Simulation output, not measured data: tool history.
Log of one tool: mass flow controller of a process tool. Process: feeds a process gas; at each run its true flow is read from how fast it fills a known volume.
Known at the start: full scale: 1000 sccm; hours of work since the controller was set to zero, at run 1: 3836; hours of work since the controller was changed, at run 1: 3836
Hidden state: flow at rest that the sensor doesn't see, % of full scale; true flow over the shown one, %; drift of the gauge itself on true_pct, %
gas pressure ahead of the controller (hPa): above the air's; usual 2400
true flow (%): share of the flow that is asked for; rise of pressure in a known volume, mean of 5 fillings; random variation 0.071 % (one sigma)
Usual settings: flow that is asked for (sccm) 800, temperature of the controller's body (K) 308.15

run	hour	flow that is asked for (sccm)	gas pressure ahead of the controller (hPa)	temperature of the controller's body (K)	hours of work since the controller was set to zero	hours of work since the controller was changed	true flow (%)
1	0.0	800	2400	308.15	3836	3836	101.28
2	363.9	800	2400	294.15	4059	4059	100.55
3	621.3	800	2400	294.15	4217	4217	100.74
4	845.1	800	2400	294.15	4355	4355	100.73
5	1153.2	800	2400	294.15	4544	4544	100.73
6	1418.0	800	2400	308.15	4706	4706	101.42
7	1838.0	800	2400	308.15	4964	4964	101.47
8	2269.1	322	2400	308.15	5229	5229	99.59
9	2484.9	322	2400	304.15	5361	5361	99.58
10	2782.3	322	2400	304.15	5544	5544	99.52
11	3187.3	322	2400	304.15	5792	5792	99.51
12	3473.0	322	2400	309.15	5968	5968	99.75
13	3733.1	800	2400	308.15	6128	6128	101.98
14	4052.4	800	2400	308.15	6323	6323	101.90
# hour 4398.2: controller exchanged for a calibrated one
15	4398.2	800	2400	308.15	0	0	99.99
16	4587.2	800	2400	308.15	116	116	99.98
17	4906.7	800	2400	308.15	312	312	99.95
18	5178.3	155	2400	308.15	479	479	98.22
19	5442.2	155	2400	308.15	641	641	98.03
20	5811.7	155	2400	308.15	868	868	97.87
21	6074.5	155	2400	308.15	1029	1029	98.02
# hour 6107.1: controller's zero set anew
22	6406.0	155	2400	308.15	183	1232	97.61
23	6693.0	125	2400	300.15	360	1408	96.69
24	7092.6	125	2400	300.15	605	1654	96.70
25	7401.9	125	2400	300.15	795	1844	96.63
26	7799.7	338	1610	306.15	1039	2088	98.16
# hour 7981.5: controller's zero set anew, once more
27	7986.4	479	1610	304.15	3	2202	99.24
28	8361.4	800	1990	308.15	233	2432	100.46
29	8680.1	164	1990	302.15	429	2628	98.45
30	9027.5	300	1740	308.15	642	2841	98.92
31	9434.7	204	1520	308.15	892	3091	98.41
32	9739.0	800	1650	301.15	1079	3278	100.19
33	10109.9	800	1650	301.15	1307	3506	100.16
34	10296.5	800	2270	296.15	1421	3620	100.24
35	10543.7	522	2610	303.15	1573	3772	100.29
36	10804.5	800	2400	293.15	1733	3932	100.42

How the hidden state differs across the entries between the runs, from the last listed run before each to the first after it:
Between runs 14 and 15: controller exchanged for a calibrated one (hour 4398.2)
  flow at rest that the sensor doesn't see, % of full scale: -0.541 -> -0.037; true flow over the shown one, %: 2.26 -> -0.36
  measured less the result without the state, true flow (%): +1.58 -> -0.40
Between runs 21 and 22: controller's zero set anew (hour 6107.1)
  flow at rest that the sensor doesn't see, % of full scale: -0.128 -> -0.196; true flow over the shown one, %: 0.01 -> 0.08
  measured less the result without the state, true flow (%): -0.82 -> -1.19
Between runs 26 and 27: controller's zero set anew, once more (hour 7981.5)
  flow at rest that the sensor doesn't see, % of full scale: -0.271 -> -0.026; true flow over the shown one, %: 0.39 -> 0.43
  measured less the result without the state, true flow (%): -0.42 -> +0.38

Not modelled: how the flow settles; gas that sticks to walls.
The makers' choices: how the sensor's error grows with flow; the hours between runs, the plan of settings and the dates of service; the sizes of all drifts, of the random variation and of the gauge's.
